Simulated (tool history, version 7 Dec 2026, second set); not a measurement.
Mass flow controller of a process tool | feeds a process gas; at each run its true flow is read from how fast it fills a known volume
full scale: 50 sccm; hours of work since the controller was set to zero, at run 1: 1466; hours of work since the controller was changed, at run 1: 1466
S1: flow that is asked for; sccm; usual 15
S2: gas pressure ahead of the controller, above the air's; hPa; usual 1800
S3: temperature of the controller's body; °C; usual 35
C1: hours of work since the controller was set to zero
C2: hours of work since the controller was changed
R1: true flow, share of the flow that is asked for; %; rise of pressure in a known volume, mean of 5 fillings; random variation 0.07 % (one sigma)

Run 1, day 0: usual settings; C1 1466; C2 1466. Result: R1 98.49 %.
Run 2, day 5.842: usual settings; C1 1575; C2 1575. Result: R1 98.51 %.
Run 3, day 9.571: usual settings; C1 1644; C2 1644. Result: R1 98.47 %.
Run 4, day 14.592: usual settings; C1 1738; C2 1738. Result: R1 98.6 %.
Run 5, day 20.354: usual settings; C1 1845; C2 1845. Result: R1 98.42 %.
Run 6, day 23.738: usual settings; C1 1909; C2 1909. Result: R1 98.52 %.
Run 7, day 29.542: usual settings; C1 2017; C2 2017. Result: R1 98.57 %.
Run 8, day 35.571: usual settings; C1 2130; C2 2130. Result: R1 98.66 %.
Run 9, day 38.475: usual settings; C1 2184; C2 2184. Result: R1 98.52 %.
Run 10, day 43.112: usual settings but S3 27 °C; C1 2270; C2 2270. Result: R1 98.78 %.
Run 11, day 48.792: usual settings but S1 46 sccm; C1 2376; C2 2376. Result: R1 99.58 %.
Run 12, day 53.162: usual settings; C1 2458; C2 2458. Result: R1 98.51 %.
Run 13, day 59.117: usual settings; C1 2569; C2 2569. Result: R1 98.58 %.
Run 14, day 62.338: usual settings; C1 2629; C2 2629. Result: R1 98.48 %.
Run 15, day 66.933: usual settings but S3 31 °C; C1 2715; C2 2715. Result: R1 98.53 %.
Run 16, day 71.362: usual settings but S1 29 sccm, S3 31 °C; C1 2798; C2 2798. Result: R1 99.05 %.
Run 17, day 76.446: usual settings but S1 29 sccm, S3 31 °C; C1 2892; C2 2892. Result: R1 99.21 %.
Run 18, day 80.817: usual settings but S1 29 sccm, S3 31 °C; C1 2974; C2 2974. Result: R1 99.17 %.
Run 19, day 84.075: usual settings but S1 29 sccm, S3 31 °C; C1 3035; C2 3035. Result: R1 99.15 %.
Run 20, day 86.675: usual settings but S2 2160 hPa; C1 3083; C2 3083. Result: R1 98.31 %.
Run 21, day 90.692: usual settings; C1 3158; C2 3158. Result: R1 98.55 %.
Run 22, day 96.158: usual settings but S1 46 sccm, S2 1510 hPa, S3 24 °C; C1 3260; C2 3260. Result: R1 99.99 %.
Run 23, day 100.921: usual settings but S1 46 sccm, S2 1510 hPa, S3 24 °C; C1 3349; C2 3349. Result: R1 99.95 %.
Run 24, day 104.642: usual settings but S1 34 sccm; C1 3419; C2 3419. Result: R1 99.14 %.
Run 25, day 110.738: usual settings but S1 9 sccm, S2 1630 hPa; C1 3533; C2 3533. Result: R1 98.27 %.
Run 26, day 115.362: usual settings but S1 10 sccm, S2 2000 hPa; C1 3619; C2 3619. Result: R1 98.29 %.
Run 27, day 120.683: usual settings but S2 2320 hPa, S3 28 °C; C1 3718; C2 3718. Result: R1 98.67 %.
Run 28, day 125.525: usual settings but S2 2590 hPa, S3 40 °C; C1 3809; C2 3809. Result: R1 98.2 %.
Run 29, day 129.05: usual settings but S1 43 sccm, S2 2160 hPa, S3 22 °C; C1 3874; C2 3874. Result: R1 99.75 %.
Run 30, day 133.162: usual settings but S1 43 sccm, S2 1950 hPa, S3 21 °C; C1 3951; C2 3951. Result: R1 100.01 %.
Run 31, day 136.983: usual settings but S1 21 sccm, S2 1710 hPa, S3 29 °C; C1 4022; C2 4022. Result: R1 98.87 %.
Run 32, day 142.804: usual settings but S1 21 sccm, S2 1710 hPa, S3 29 °C; C1 4131; C2 4131. Result: R1 98.88 %.
Run 33, day 145.425: usual settings but S1 8 sccm, S3 26 °C; C1 4180; C2 4180. Result: R1 98.52 %.
Run 34, day 148.283: usual settings but S1 14 sccm, S2 2700 hPa, S3 26 °C; C1 4233; C2 4233. Result: R1 98.5 %.
Run 35, day 151.896: usual settings but S1 6 sccm, S2 1400 hPa, S3 38 °C; C1 4301; C2 4301. Result: R1 98.1 %.
Run 36, day 157.692: usual settings but S1 6 sccm, S2 1400 hPa, S3 38 °C; C1 4409; C2 4409. Result: R1 98.26 %.
Run 37, day 163.821: usual settings but S1 6 sccm, S2 1400 hPa, S3 38 °C; C1 4523; C2 4523. Result: R1 98.16 %.
Run 38, day 169.633: usual settings but S2 2120 hPa, S3 39 °C; C1 4632; C2 4632. Result: R1 98.23 %.
Run 39, day 174.525: usual settings but S2 2510 hPa, S3 30 °C; C1 4723; C2 4723. Result: R1 98.45 %.
Run 40, day 178.233: usual settings but S1 13 sccm, S3 26 °C; C1 4792; C2 4792. Result: R1 98.65 %.

Forecast run 41:
Run 41, day 183.371: usual settings but S1 11 sccm, S2 2610 hPa, S3 23 °C; C1 4888; C2 4888. Result: R1 ?.

{"run 41": {"R1": 98.37}}
Without the tool's hidden state the same run would have given R1 98.38 %.
